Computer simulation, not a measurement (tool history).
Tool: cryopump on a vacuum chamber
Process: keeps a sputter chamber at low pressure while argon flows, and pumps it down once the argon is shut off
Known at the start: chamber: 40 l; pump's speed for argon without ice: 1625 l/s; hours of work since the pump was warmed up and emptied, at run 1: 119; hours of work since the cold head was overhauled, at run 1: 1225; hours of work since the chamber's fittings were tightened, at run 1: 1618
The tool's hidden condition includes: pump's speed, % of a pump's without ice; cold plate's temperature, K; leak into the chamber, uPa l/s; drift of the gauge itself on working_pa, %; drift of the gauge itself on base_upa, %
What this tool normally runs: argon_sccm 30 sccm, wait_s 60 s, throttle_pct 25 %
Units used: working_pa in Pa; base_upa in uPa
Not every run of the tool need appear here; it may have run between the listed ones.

| run | hour | argon_sccm | wait_s | throttle_pct | hours of work since the pump was warmed up and emptied | hours of work since the cold head was overhauled | hours of work since the chamber's fittings were tightened | working_pa | base_upa |
|---|---|---|---|---|---|---|---|---|---|
| 1 | 0 | 30 | 60 | 25 | 119 | 1225 | 1618 | 0.1261 | 1.51 |
| 2 | 35.7 | 30 | 60 | 25 | 137 | 1242 | 1636 | 0.1258 | 1.54 |
| 3 | 71.4 | 30 | 60 | 25 | 154 | 1259 | 1653 | 0.1267 | 1.55 |
| 4 | 129.5 | 30 | 60 | 25 | 182 | 1288 | 1681 | 0.1268 | 1.57 |
| 5 | 177 | 30 | 60 | 25 | 205 | 1311 | 1704 | 0.1274 | 1.55 |
| 6 | 221.1 | 30 | 60 | 25 | 227 | 1332 | 1726 | 0.1281 | 1.61 |
| 7 | 251 | 30 | 60 | 25 | 241 | 1346 | 1740 | 0.1267 | 1.6 |
| 8 | 281.4 | 30 | 60 | 25 | 256 | 1361 | 1755 | 0.1274 | 1.57 |
| 9 | 334.5 | 30 | 60 | 25 | 282 | 1387 | 1780 | 0.128 | 1.62 |
| 10 | 401.2 | 30 | 60 | 19 | 314 | 1419 | 1813 | 0.1681 | 1.68 |
| 11 | 438.9 | 30 | 60 | 19 | 332 | 1438 | 1831 | 0.1673 | 1.68 |
| 12 | 470.2 | 17 | 60 | 25 | 347 | 1453 | 1846 | 0.0721 | 1.64 |
| 13 | 499.3 | 52 | 60 | 25 | 361 | 1467 | 1860 | 0.2227 | 1.7 |
| 14 | 557.1 | 52 | 60 | 25 | 389 | 1495 | 1888 | 0.224 | 1.68 |
| 15 | 592.1 | 30 | 225 | 25 | 406 | 1512 | 1905 | 0.13 | 1.22 |
| 16 | 637.6 | 30 | 60 | 33 | 428 | 1534 | 1927 | 0.0984 | 1.75 |
| 17 | 691.8 | 30 | 60 | 53 | 455 | 1560 | 1954 | 0.064 | 1.69 |
| 18 | 741.3 | 30 | 184 | 17 | 479 | 1584 | 1978 | 0.1893 | 1.3 |
| 19 | 786.3 | 16 | 60 | 16 | 500 | 1606 | 1999 | 0.107 | 1.8 |
| 20 | 817.4 | 41 | 127 | 54 | 516 | 1621 | 2015 | 0.0871 | 1.38 |
| 21 | 876.4 | 41 | 127 | 54 | 544 | 1650 | 2043 | 0.0876 | 1.48 |
| 22 | 906 | 25 | 22 | 54 | 558 | 1664 | 2057 | 0.0541 | 3.01 |
| 23 | 967.7 | 25 | 22 | 54 | 588 | 1694 | 2087 | 0.0535 | 3.06 |
| 24 | 1027.4 | 33 | 31 | 25 | 617 | 1723 | 2116 | 0.1448 | 2.52 |
| 25 | 1057.6 | 33 | 31 | 25 | 632 | 1737 | 2131 | 0.1457 | 2.53 |
| 26 | 1122 | 33 | 31 | 25 | 663 | 1769 | 2162 | 0.1475 | 2.58 |
| 27 | 1181.6 | 15 | 99 | 17 | 692 | 1797 | 2191 | 0.0957 | 1.73 |
| 28 | 1240 | 15 | 99 | 17 | 720 | 1826 | 2219 | 0.0967 | 1.7 |
| 29 | 1270.2 | 25 | 99 | 17 | 735 | 1840 | 2234 | 0.159 | 1.73 |
| 30 | 1299.1 | 30 | 244 | 55 | 749 | 1854 | 2248 | 0.0656 | 1.47 |
| 31 | 1365.6 | 16 | 218 | 26 | 781 | 1887 | 2280 | 0.069 | 1.54 |
| 32 | 1397.6 | 16 | 218 | 26 | 797 | 1902 | 2296 | 0.0695 | 1.56 |
| 33 | 1461 | 19 | 60 | 25 | 827 | 1933 | 2326 | 0.0857 | 2.06 |
| 34 | 1500.4 | 19 | 251 | 51 | 847 | 1952 | 2346 | 0.0459 | 1.64 |

What if the next run were any one of these 4? Each begins from the tool's condition after run 34:
| A | 1550.4 | 30 | 60 | 51 | 871 | 1976 | 2370 | ? | ? |
| B | 1550.4 | 30 | 50 | 25 | 871 | 1976 | 2370 | ? | ? |
| C | 1550.4 | 24 | 118 | 17 | 871 | 1976 | 2370 | ? | ? |
| D | 1550.4 | 30 | 162 | 29 | 871 | 1976 | 2370 | ? | ? |

| run | working_pa | base_upa |
|---|---|---|
| A | 0.0724 | 2.11 |
| B | 0.1376 | 2.25 |
| C | 0.1557 | 1.75 |
| D | 0.1182 | 1.7 |
Take away the tool's hidden state, keep each run's random variation, and the runs would have read:
| run | working_pa | base_upa |
|---|---|---|
| A | 0.0613 | 0.82 |
| B | 0.1263 | 0.99 |
| C | 0.1467 | 0.47 |
| D | 0.1071 | 0.42 |
